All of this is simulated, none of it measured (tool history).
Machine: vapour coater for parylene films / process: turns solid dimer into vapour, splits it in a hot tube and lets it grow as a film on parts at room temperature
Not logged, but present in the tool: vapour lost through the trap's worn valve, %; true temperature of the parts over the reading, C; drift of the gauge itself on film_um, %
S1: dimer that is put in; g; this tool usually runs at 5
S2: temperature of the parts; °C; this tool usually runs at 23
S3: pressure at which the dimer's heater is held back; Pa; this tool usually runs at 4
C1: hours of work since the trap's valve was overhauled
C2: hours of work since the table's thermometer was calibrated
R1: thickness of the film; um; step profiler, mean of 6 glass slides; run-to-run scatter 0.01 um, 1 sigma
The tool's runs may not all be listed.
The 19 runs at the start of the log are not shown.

run     day  S1  S2     S3   C1    C2    R1
 20  32.712   5  23      4  179   592   2.1
 21  35.008   7  23      4  206   619   2.9
 22  35.983   7  23      4  218   631  2.89
 23  37.725   7  23      4  238   651  2.88
 24  39.942   7  25      4  265   677  2.66
 25  42.229   7  16      6  292   704  3.35
 26  43.262   7  16   9.56  304   717  2.98
 27  44.933   7  16   9.56  324   736  2.97
 28  46.142   2  32   4.13  338   751  0.57
 29  47.529   2  32   4.13  354   767  0.57
     49.121  -- trap's valve overhauled
 30  49.258   4  23   6.53    2   786  1.56
 31  51.433   5  17   3.53   27   811  2.79
 32  53.667   6  17   3.53   54   838  3.35
 33  55.604   9  17   3.13   77   861  5.15
 34    57.1   5  15    4.2   94   878  2.85
 35  58.467   5  15    4.2  111   894  2.85
 36  59.662   4  15   2.27  125   909   2.6
 37  61.308   5  33      4  144   928  1.46
 38  62.925   6  22   4.02  163   947  2.61
 39  64.383   5  23    2.2  181   964  2.39
 40  65.358   3  15   8.54  192   976  1.41
 41    66.9   3  15   8.54  210   994  1.39
 42  68.458   4  27  10.66  229  1013  1.12
 43  70.275   3  24  10.18  250  1034  0.94

Branching from run 43: 4 alternative next runs. What would each branch give?
  A  71.671   5  31      4  267  1051   ?
  B  71.671   3  27  10.18  267  1051   ?
  C  71.671   5  23   3.09  267  1051   ?
  D  71.671   3  17  10.18  267  1051   ?

run    R1
  A  1.52
  B  0.84
  C  2.19
  D  1.22
What these runs would have given with no unlogged condition in the tool:
run    R1
  A   1.6
  B  0.88
  C   2.3
  D  1.28
